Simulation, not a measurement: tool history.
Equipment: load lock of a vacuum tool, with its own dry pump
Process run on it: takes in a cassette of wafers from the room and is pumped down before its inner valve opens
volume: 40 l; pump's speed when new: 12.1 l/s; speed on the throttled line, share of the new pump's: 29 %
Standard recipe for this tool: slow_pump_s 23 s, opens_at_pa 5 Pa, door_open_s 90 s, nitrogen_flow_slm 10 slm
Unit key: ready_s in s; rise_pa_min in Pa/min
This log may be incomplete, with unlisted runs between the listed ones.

run    hour  slow_pump_s  opens_at_pa  door_open_s  nitrogen_flow_slm  incoming humidity of the room's air, %  ready_s  rise_pa_min
  1     0.0           23            5           90                 10                                    46.7     51.3        0.595
  2   147.7           23            5           90                 10                                    41.7     50.5        0.631
  3   304.1           23            5           90                 10                                    46.3     51.2        0.642
  4   530.3           23            5           90                 10                                    44.3     50.8        0.687
      554.3  -- door's seal changed, seat wiped
  5   646.4           23            5           90                 10                                    46.5     51.0        0.035
  6   778.4           23            5           90                 10                                    45.3     50.8        0.039
  7   946.7           23            5           90                 10                                    40.9     50.9        0.041
  8  1082.2           23            6           90                 10                                    44.0     50.3        0.041
  9  1275.6           23            6           90                 24                                    43.5     50.3        0.043
 10  1509.9           23            6           90                 24                                    44.0     50.3        0.048
 11  1709.4           23            6           90                 24                                    43.8     49.8        0.054
 12  1900.3           23            6           90                 24                                    42.6     50.7        0.064
 13  2108.8           23            5           90                 10                                    39.8     51.1        0.075
 14  2308.6           23            5           25                 10                                    40.8     52.0        0.074
 15  2427.7           23            5           25                 10                                    47.0     51.5        0.081
 16  2557.3           23            5           84                 11                                    46.0     51.5        0.099
 17  2693.4           23            5           95                 11                                    45.9     51.7        0.108
 18  2856.8           23            5           95                 11                                    46.7     52.1        0.124
 19  3071.9           23            6           26                 13                                    43.8     50.5        0.103
 20  3182.2           41            7           94                  4                                    44.9     62.9        0.136
 21  3406.6           18            9          208                 18                                    45.7     46.4        0.151

What does the tool deliver on the next run?
 22  3558.2           44            4          208                  9                                    44.6        ?            ?

{"run 22": {"ready_s": 66.8, "rise_pa_min": 0.17}}
Take away the tool's hidden state, keep the run-to-run variation as it was, and the same run would have given ready_s 64.8 s, rise_pa_min 0.049 Pa/min.

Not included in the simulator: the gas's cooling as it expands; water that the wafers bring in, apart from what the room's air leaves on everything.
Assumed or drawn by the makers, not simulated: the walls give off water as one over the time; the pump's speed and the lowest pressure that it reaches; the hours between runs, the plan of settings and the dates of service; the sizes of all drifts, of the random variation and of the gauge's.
